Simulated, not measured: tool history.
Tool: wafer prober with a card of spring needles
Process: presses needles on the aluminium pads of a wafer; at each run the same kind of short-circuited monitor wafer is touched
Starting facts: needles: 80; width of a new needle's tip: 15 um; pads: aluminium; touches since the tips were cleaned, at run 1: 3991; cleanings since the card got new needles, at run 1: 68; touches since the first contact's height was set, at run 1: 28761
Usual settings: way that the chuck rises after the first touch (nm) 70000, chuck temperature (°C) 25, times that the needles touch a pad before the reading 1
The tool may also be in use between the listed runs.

run     day  way that the chuck rises after the first touch (nm)  chuck temperature (°C)  times that the needles touch a pad before the reading  touches since the tips were cleaned  cleanings since the card got new needles  touches since the first contact's height was set  resistance of one needle with its contact and lead (mohm)  way that a needle slides on the pad (nm)
  1       0                                                70000                      25                                                      1                                 3991                                        68                                             28761                                                        220                                     10075
      0.108  -- tips cleaned on abrasive film
      0.838  -- tips cleaned on abrasive film
  2   1.296                                                82000                      25                                                      1                                 2918                                        70                                             36922                                                        196                                     11789
       1.55  -- tips cleaned on abrasive film
  3   1.988                                                69000                      25                                                      1                                 2754                                        71                                             41249                                                        208                                      9892
      2.312  -- tips cleaned on abrasive film
          3  -- tips cleaned on abrasive film
  4       3                                                69000                      25                                                      1                                    0                                        73                                             47619                                                        158                                      9886
      3.308  -- tips cleaned on abrasive film, once more
  5     3.7                                                67000                      25                                                      1                                 2460                                        74                                             52014                                                        202                                      9590
      3.996  -- tips cleaned on abrasive film
  6   4.658                                                67000                      25                                                      1                                 4192                                        75                                             58056                                                        235                                      9586
      4.792  -- tips cleaned on abrasive film
      5.504  -- tips cleaned on abrasive film
  7   5.808                                                67000                      25                                                      1                                 1935                                        77                                             65296                                                        200                                      9541
      6.258  -- tips cleaned on abrasive film
  8   6.525                                                67000                      25                                                      1                                 1696                                        78                                             69799                                                        192                                      9550
      6.962  -- tips cleaned on abrasive film
        7.2  -- height of the first contact set anew
  9   7.388                                                67000                      25                                                      1                                 2597                                        79                                              1174                                                        207                                      9679
      7.671  -- tips cleaned on abrasive film
 10   8.321                                                70000                      25                                                      1                                 4103                                        80                                              7054                                                        227                                     10123
      8.438  -- tips cleaned on abrasive film
      9.212  -- tips cleaned on abrasive film
 11   9.254                                                70000                      36                                                      1                                  247                                        82                                             12910                                                        167                                     10097
     10.004  -- tips cleaned on abrasive film
 12  10.379                                                70000                      25                                                      1                                 2388                                        83                                             20020                                                        204                                     10082
     10.704  -- tips cleaned on abrasive film
 13    11.3                                                70000                      25                                                      2                                 3772                                        84                                             25801                                                        195                                     10091
     11.442  -- tips cleaned on abrasive film
     12.125  -- tips cleaned on abrasive film
 14  12.538                                                70000                      25                                                      2                                 2599                                        86                                             33590                                                        189                                     10048
     12.846  -- tips cleaned on abrasive film
     13.575  -- tips cleaned on abrasive film
 15  13.792                                                90000                     119                                                      2                                 1362                                        88                                             41468                                                        179                                     12933
     14.279  -- tips cleaned on abrasive film
 16  14.642                                                70000                      90                                                      1                                 2303                                        89                                             46833                                                        206                                     10035
     15.075  -- tips cleaned on abrasive film
 17  15.517                                                70000                      29                                                      1                                 2803                                        90                                             52355                                                        208                                     10029
     15.854  -- tips cleaned on abrasive film
     16.638  -- tips cleaned on abrasive film
 18  16.967                                                67000                      70                                                      2                                 2072                                        92                                             61461                                                        194                                      9560
     17.338  -- tips cleaned on abrasive film
 19  17.588                                                70000                      25                                                      1                                 1583                                        93                                             65381                                                        188                                      9998
     18.029  -- tips cleaned on abrasive film
 20  18.208                                                52000                      44                                                      2                                 1132                                        94                                             69282                                                        191                                      7382
     18.738  -- tips cleaned on abrasive film
     18.992  -- height of the first contact set anew
 21  19.188                                                52000                      44                                                      2                                 2777                                        95                                              1236                                                        217                                      7511
      19.45  -- tips cleaned on abrasive film
     20.162  -- tips cleaned on abrasive film
 22  20.492                                                52000                      44                                                      2                                 2085                                        97                                              9432                                                        208                                      7502
     20.896  -- tips cleaned on abrasive film
     21.588  -- tips cleaned on abrasive film
 23  21.592                                                52000                      44                                                      2                                   33                                        99                                             16334                                                        164                                      7486
     22.271  -- tips cleaned on abrasive film
 24  22.842                                                80000                      25                                                      1                                 3604                                       100                                             24224                                                        203                                     11533
     22.958  -- tips cleaned on abrasive film
     23.712  -- tips cleaned on abrasive film
 25  23.712                                                70000                      49                                                      1                                    0                                       102                                             29687                                                        166                                     10056

Forecast each of these 5 alternatives for the next run:
      24.45  -- tips cleaned on abrasive film
  A  25.012                                                70000                      46                                                      1                                 3548                                       103                                             37886                                                          ?                                         ?
      24.45  -- tips cleaned on abrasive film
  B  25.012                                                80000                      35                                                      3                                 3548                                       103                                             37886                                                          ?                                         ?
      24.45  -- tips cleaned on abrasive film
  C  25.012                                                70000                      25                                                      3                                 3548                                       103                                             37886                                                          ?                                         ?
      24.45  -- tips cleaned on abrasive film
  D  25.012                                                70000                      40                                                      1                                 3548                                       103                                             37886                                                          ?                                         ?
      24.45  -- tips cleaned on abrasive film
  E  25.012                                                55000                      49                                                      1                                 3548                                       103                                             37886                                                          ?                                         ?

run  resistance of one needle with its contact and lead (mohm)  way that a needle slides on the pad (nm)
  A                                                        224                                     10064
  B                                                        173                                     11515
  C                                                        178                                     10054
  D                                                        225                                     10052
  E                                                        263                                      7897
Stripped of hidden state, with their random variation kept, the same runs would have yielded:
run  resistance of one needle with its contact and lead (mohm)  way that a needle slides on the pad (nm)
  A                                                        154                                     10135
  B                                                        152                                     11586
  C                                                        151                                     10125
  D                                                        153                                     10123
  E                                                        156                                      7968
